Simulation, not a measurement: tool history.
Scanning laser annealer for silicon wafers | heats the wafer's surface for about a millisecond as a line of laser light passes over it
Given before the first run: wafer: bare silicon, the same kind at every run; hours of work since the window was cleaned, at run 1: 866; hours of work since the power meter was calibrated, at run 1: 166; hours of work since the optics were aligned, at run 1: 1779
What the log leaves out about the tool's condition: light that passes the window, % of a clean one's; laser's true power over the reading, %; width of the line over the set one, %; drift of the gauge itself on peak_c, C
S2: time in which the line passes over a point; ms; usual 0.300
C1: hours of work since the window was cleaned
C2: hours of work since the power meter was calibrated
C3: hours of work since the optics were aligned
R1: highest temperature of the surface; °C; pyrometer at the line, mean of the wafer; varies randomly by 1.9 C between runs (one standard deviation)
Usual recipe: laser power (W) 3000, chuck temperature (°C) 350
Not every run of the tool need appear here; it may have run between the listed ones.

run 1 hour=0.0 | laser_power_(W)=3000 S2=0.300 chuck_temperature_(°C)=350 | C1=866 C2=166 C3=1779 | R1=1065
run 2 hour=4.9 | laser_power_(W)=3000 S2=0.300 chuck_temperature_(°C)=350 | C1=869 C2=169 C3=1783 | R1=1066
run 3 hour=14.6 | laser_power_(W)=3000 S2=0.300 chuck_temperature_(°C)=350 | C1=876 C2=176 C3=1790 | R1=1066
run 4 hour=21.5 | laser_power_(W)=3000 S2=0.300 chuck_temperature_(°C)=350 | C1=881 C2=181 C3=1795 | R1=1067
run 5 hour=30.2 | laser_power_(W)=3000 S2=0.300 chuck_temperature_(°C)=350 | C1=888 C2=188 C3=1801 | R1=1065
run 6 hour=38.3 | laser_power_(W)=3000 S2=0.336 chuck_temperature_(°C)=350 | C1=894 C2=194 C3=1807 | R1=1113
run 7 hour=45.6 | laser_power_(W)=3000 S2=0.336 chuck_temperature_(°C)=350 | C1=899 C2=199 C3=1812 | R1=1106
run 8 hour=53.4 | laser_power_(W)=3000 S2=0.336 chuck_temperature_(°C)=350 | C1=905 C2=205 C3=1818 | R1=1111
run 9 hour=60.1 | laser_power_(W)=3000 S2=0.300 chuck_temperature_(°C)=350 | C1=909 C2=209 C3=1823 | R1=1065
run 10 hour=64.6 | laser_power_(W)=3000 S2=0.300 chuck_temperature_(°C)=350 | C1=913 C2=213 C3=1826 | R1=1063
run 11 hour=74.4 | laser_power_(W)=3000 S2=0.300 chuck_temperature_(°C)=350 | C1=920 C2=220 C3=1833 | R1=1062
run 12 hour=83.6 | laser_power_(W)=3000 S2=0.300 chuck_temperature_(°C)=350 | C1=927 C2=227 C3=1840 | R1=1063
run 13 hour=91.8 | laser_power_(W)=3000 S2=0.217 chuck_temperature_(°C)=350 | C1=933 C2=233 C3=1846 | R1=951
run 14 hour=99.1 | laser_power_(W)=2924 S2=0.217 chuck_temperature_(°C)=350 | C1=938 C2=238 C3=1851 | R1=940
run 15 hour=108.2 | laser_power_(W)=3000 S2=0.300 chuck_temperature_(°C)=350 | C1=945 C2=245 C3=1858 | R1=1062
-- hour=112.5 window over the wafer cleaned
run 16 hour=118.1 | laser_power_(W)=3000 S2=0.263 chuck_temperature_(°C)=350 | C1=4 C2=250 C3=1864 | R1=1038
run 17 hour=124.9 | laser_power_(W)=3000 S2=0.263 chuck_temperature_(°C)=316 | C1=9 C2=255 C3=1869 | R1=1002
run 18 hour=131.5 | laser_power_(W)=3000 S2=0.300 chuck_temperature_(°C)=327 | C1=14 C2=260 C3=1874 | R1=1062
run 19 hour=141.3 | laser_power_(W)=3000 S2=0.300 chuck_temperature_(°C)=327 | C1=21 C2=267 C3=1881 | R1=1066
run 20 hour=149.9 | laser_power_(W)=3000 S2=0.300 chuck_temperature_(°C)=327 | C1=27 C2=274 C3=1887 | R1=1061
run 21 hour=154.0 | laser_power_(W)=2640 S2=0.327 chuck_temperature_(°C)=313 | C1=30 C2=277 C3=1890 | R1=990
run 22 hour=159.7 | laser_power_(W)=2697 S2=0.338 chuck_temperature_(°C)=313 | C1=34 C2=281 C3=1894 | R1=1016
run 23 hour=168.5 | laser_power_(W)=2706 S2=0.250 chuck_temperature_(°C)=350 | C1=41 C2=287 C3=1901 | R1=950
run 24 hour=172.6 | laser_power_(W)=3042 S2=0.250 chuck_temperature_(°C)=363 | C1=44 C2=290 C3=1904 | R1=1039
run 25 hour=182.0 | laser_power_(W)=3042 S2=0.250 chuck_temperature_(°C)=363 | C1=51 C2=297 C3=1911 | R1=1039
run 26 hour=187.9 | laser_power_(W)=3042 S2=0.250 chuck_temperature_(°C)=363 | C1=55 C2=301 C3=1915 | R1=1038
-- hour=191.7 laser's power meter calibrated
-- hour=201.5 optics aligned, line set to its width
run 27 hour=202.7 | laser_power_(W)=3042 S2=0.250 chuck_temperature_(°C)=363 | C1=60 C2=4 C3=1 | R1=1050
-- hour=210.0 laser's power meter calibrated, once more
run 28 hour=210.8 | laser_power_(W)=3000 S2=0.300 chuck_temperature_(°C)=340 | C1=64 C2=1 C3=5 | R1=1083
run 29 hour=218.3 | laser_power_(W)=2553 S2=0.278 chuck_temperature_(°C)=346 | C1=69 C2=6 C3=10 | R1=951
run 30 hour=225.6 | laser_power_(W)=2905 S2=0.343 chuck_temperature_(°C)=351 | C1=75 C2=11 C3=15 | R1=1124
run 31 hour=234.3 | laser_power_(W)=2905 S2=0.343 chuck_temperature_(°C)=351 | C1=81 C2=18 C3=22 | R1=1124
run 32 hour=243.7 | laser_power_(W)=3000 S2=0.300 chuck_temperature_(°C)=343 | C1=88 C2=25 C3=29 | R1=1084
run 33 hour=248.6 | laser_power_(W)=3000 S2=0.300 chuck_temperature_(°C)=343 | C1=91 C2=28 C3=32 | R1=1082
run 34 hour=257.3 | laser_power_(W)=3000 S2=0.300 chuck_temperature_(°C)=343 | C1=98 C2=35 C3=39 | R1=1083
run 35 hour=264.2 | laser_power_(W)=2689 S2=0.300 chuck_temperature_(°C)=350 | C1=103 C2=40 C3=44 | R1=1017
run 36 hour=269.7 | laser_power_(W)=2689 S2=0.300 chuck_temperature_(°C)=350 | C1=107 C2=44 C3=48 | R1=1014
run 37 hour=277.7 | laser_power_(W)=2794 S2=0.377 chuck_temperature_(°C)=350 | C1=113 C2=49 C3=53 | R1=1129
run 38 hour=285.6 | laser_power_(W)=2821 S2=0.213 chuck_temperature_(°C)=318 | C1=118 C2=55 C3=59 | R1=900
run 39 hour=294.4 | laser_power_(W)=3030 S2=0.266 chuck_temperature_(°C)=362 | C1=125 C2=62 C3=66 | R1=1062
run 40 hour=298.8 | laser_power_(W)=2602 S2=0.236 chuck_temperature_(°C)=337 | C1=128 C2=65 C3=69 | R1=902

Forecast each of these 4 alternatives for the next run:
run A hour=308.6 | laser_power_(W)=3159 S2=0.225 chuck_temperature_(°C)=349 | C1=135 C2=72 C3=76 | R1=?
run B hour=308.6 | laser_power_(W)=2883 S2=0.344 chuck_temperature_(°C)=356 | C1=135 C2=72 C3=76 | R1=?
run C hour=308.6 | laser_power_(W)=2594 S2=0.300 chuck_temperature_(°C)=383 | C1=135 C2=72 C3=76 | R1=?
run D hour=308.6 | laser_power_(W)=3218 S2=0.300 chuck_temperature_(°C)=322 | C1=135 C2=72 C3=76 | R1=?

run=A R1=1014
run=B R1=1124
run=C R1=1023
run=D R1=1115
Without the tool's hidden state the same runs would have given:
run=A R1=1020
run=B R1=1131
run=C R1=1029
run=D R1=1122
